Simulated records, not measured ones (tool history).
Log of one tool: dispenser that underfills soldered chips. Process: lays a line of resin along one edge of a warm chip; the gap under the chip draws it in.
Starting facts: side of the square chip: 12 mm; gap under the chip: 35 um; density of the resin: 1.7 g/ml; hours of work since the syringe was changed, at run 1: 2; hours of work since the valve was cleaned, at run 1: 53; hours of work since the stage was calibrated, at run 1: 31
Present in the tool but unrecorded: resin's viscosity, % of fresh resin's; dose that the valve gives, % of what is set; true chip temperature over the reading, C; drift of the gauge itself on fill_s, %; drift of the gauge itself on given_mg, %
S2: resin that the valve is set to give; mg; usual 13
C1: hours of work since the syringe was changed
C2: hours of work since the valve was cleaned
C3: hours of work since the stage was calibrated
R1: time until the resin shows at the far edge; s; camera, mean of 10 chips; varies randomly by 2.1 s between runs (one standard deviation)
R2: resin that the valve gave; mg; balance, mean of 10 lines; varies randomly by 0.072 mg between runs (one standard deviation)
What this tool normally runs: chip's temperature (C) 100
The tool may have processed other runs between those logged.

Run 1, hour 0: usual settings; C1 2; C2 53; C3 31. Result: R1 236.6 s, R2 12.47 mg.
Run 2, hour 4.8: usual settings but S2 16 mg; C1 5; C2 56; C3 33. Result: R1 268.3 s, R2 15.21 mg.
At hour 9: new syringe of resin.
Run 3, hour 13.7: usual settings; C1 3; C2 62; C3 39. Result: R1 241.8 s, R2 12.43 mg.
At hour 21.6: new syringe of resin.
Run 4, hour 22.4: usual settings; C1 0; C2 67; C3 44. Result: R1 216 s, R2 12.37 mg.
Run 5, hour 28: usual settings; C1 4; C2 70; C3 47. Result: R1 257.1 s, R2 12.34 mg.
At hour 34: new syringe of resin.
Run 6, hour 35.2: usual settings; C1 1; C2 74; C3 51. Result: R1 220 s, R2 12.3 mg.
Run 7, hour 43.4: usual settings but S2 12.9 mg; C1 6; C2 79; C3 56. Result: R1 285.6 s, R2 12.24 mg.
At hour 46.2: new syringe of resin.
Run 8, hour 50: usual settings but S2 11.8 mg; C1 2; C2 83; C3 60. Result: R1 245.2 s, R2 11.07 mg.
Run 9, hour 55.3: usual settings but S2 11.8 mg; C1 6; C2 86; C3 63. Result: R1 297.5 s, R2 11.07 mg.
At hour 58.9: new syringe of resin.
Run 10, hour 62.5: usual settings; C1 2; C2 90; C3 68. Result: R1 243.7 s, R2 11.99 mg.
Run 11, hour 68.7: usual settings but S2 14 mg; C1 6; C2 94; C3 71. Result: R1 291.3 s, R2 12.94 mg.
At hour 71.3: new syringe of resin.
At hour 74.9: dispensing valve cleaned and set on the balance.
Run 12, hour 75.3: usual settings but S2 14 mg; C1 2; C2 0; C3 75. Result: R1 228.1 s, R2 13.92 mg.
Run 13, hour 81.5: usual settings but S2 14 mg; C1 6; C2 4; C3 78. Result: R1 282.7 s, R2 13.93 mg.
At hour 84.6: new syringe of resin.
Run 14, hour 86.9: usual settings but S2 14 mg; C1 1; C2 7; C3 81. Result: R1 229.2 s, R2 13.97 mg.
Run 15, hour 92.6: usual settings but chip's temperature (C) 110; C1 5; C2 11; C3 85. Result: R1 203.7 s, R2 12.91 mg.
At hour 97.1: new syringe of resin.
Run 16, hour 98.4: usual settings but chip's temperature (C) 110; C1 1; C2 14; C3 88. Result: R1 161.4 s, R2 12.85 mg.
Run 17, hour 102.1: usual settings but S2 12.3 mg; C1 3; C2 16; C3 90. Result: R1 253.8 s, R2 12.15 mg.
Run 18, hour 108: usual settings but chip's temperature (C) 86, S2 13.7 mg; C1 7; C2 20; C3 94. Result: R1 474.4 s, R2 13.37 mg.
At hour 109.5: new syringe of resin.
Run 19, hour 115: usual settings but chip's temperature (C) 86, S2 15.6 mg; C1 3; C2 24; C3 98. Result: R1 400.4 s, R2 15.34 mg.
At hour 121.8: new syringe of resin.
Run 20, hour 122.5: usual settings but chip's temperature (C) 86, S2 15.6 mg; C1 0; C2 28; C3 102. Result: R1 340.3 s, R2 15.32 mg.
Run 21, hour 130.5: usual settings but chip's temperature (C) 108, S2 13.4 mg; C1 5; C2 33; C3 107. Result: R1 224 s, R2 13.06 mg.
At hour 134.4: new syringe of resin.
Run 22, hour 137.1: usual settings but chip's temperature (C) 99, S2 14 mg; C1 2; C2 37; C3 111. Result: R1 235.9 s, R2 13.66 mg.
Run 23, hour 141: usual settings but chip's temperature (C) 99, S2 14 mg; C1 4; C2 39; C3 113. Result: R1 274.2 s, R2 13.51 mg.
At hour 146.9: new syringe of resin.
Run 24, hour 149.9: usual settings but chip's temperature (C) 87, S2 11.3 mg; C1 2; C2 44; C3 119. Result: R1 377 s, R2 10.95 mg.
Run 25, hour 155.7: usual settings but chip's temperature (C) 108, S2 11.3 mg; C1 5; C2 48; C3 122. Result: R1 231.5 s, R2 10.8 mg.
At hour 159.5: new syringe of resin.
Run 26, hour 161.7: usual settings but chip's temperature (C) 108, S2 11.3 mg; C1 1; C2 51; C3 126. Result: R1 188.5 s, R2 10.92 mg.
Run 27, hour 167.4: usual settings but chip's temperature (C) 96, S2 16.5 mg; C1 5; C2 55; C3 129. Result: R1 306.9 s, R2 15.69 mg.
At hour 172.2: new syringe of resin.
Run 28, hour 173.1: usual settings but chip's temperature (C) 107, S2 13.2 mg; C1 1; C2 58; C3 132. Result: R1 181 s, R2 12.77 mg.
Run 29, hour 177.3: usual settings but chip's temperature (C) 107, S2 13.2 mg; C1 3; C2 61; C3 135. Result: R1 207.6 s, R2 12.54 mg.
Run 30, hour 183.2: usual settings but chip's temperature (C) 107, S2 13.2 mg; C1 7; C2 64; C3 139. Result: R1 248.2 s, R2 12.59 mg.
At hour 184.6: new syringe of resin.
Run 31, hour 190.4: usual settings but chip's temperature (C) 112, S2 13.1 mg; C1 4; C2 68; C3 143. Result: R1 180.8 s, R2 12.5 mg.
At hour 197.2: new syringe of resin.
Run 32, hour 198.7: usual settings but chip's temperature (C) 112, S2 13.1 mg; C1 1; C2 73; C3 148. Result: R1 154 s, R2 12.46 mg.
Run 33, hour 206.6: usual settings but chip's temperature (C) 112, S2 13.1 mg; C1 6; C2 78; C3 152. Result: R1 208.6 s, R2 12.35 mg.
At hour 209.6: new syringe of resin.
Run 34, hour 213.4: usual settings but chip's temperature (C) 91, S2 14.9 mg; C1 2; C2 82; C3 156. Result: R1 323.4 s, R2 13.85 mg.

4 options for the next run, each taken on its own from the tool as it stands now. Forecast them:
Run A, hour 217.4: usual settings but chip's temperature (C) 111, S2 12.8 mg; C1 5; C2 84; C3 159. Result: R1 ?, R2 ?.
Run B, hour 217.4: usual settings but chip's temperature (C) 109, S2 14.9 mg; C1 5; C2 84; C3 159. Result: R1 ?, R2 ?.
Run C, hour 217.4: usual settings but chip's temperature (C) 85, S2 13.3 mg; C1 5; C2 84; C3 159. Result: R1 ?, R2 ?.
Run D, hour 217.4: usual settings but chip's temperature (C) 115, S2 12.9 mg; C1 5; C2 84; C3 159. Result: R1 ?, R2 ?.

run     R1     R2
  A  202.6  12.14
  B  210.7  13.97
  C  455.2  12.42
  D  178.3  12.02
The same runs, with their run-to-run variation unchanged, on a tool lacking any hidden condition would have given:
run     R1     R2
  A  148.4     13
  B  155.3  14.96
  C  332.6   13.3
  D  130.9  12.88

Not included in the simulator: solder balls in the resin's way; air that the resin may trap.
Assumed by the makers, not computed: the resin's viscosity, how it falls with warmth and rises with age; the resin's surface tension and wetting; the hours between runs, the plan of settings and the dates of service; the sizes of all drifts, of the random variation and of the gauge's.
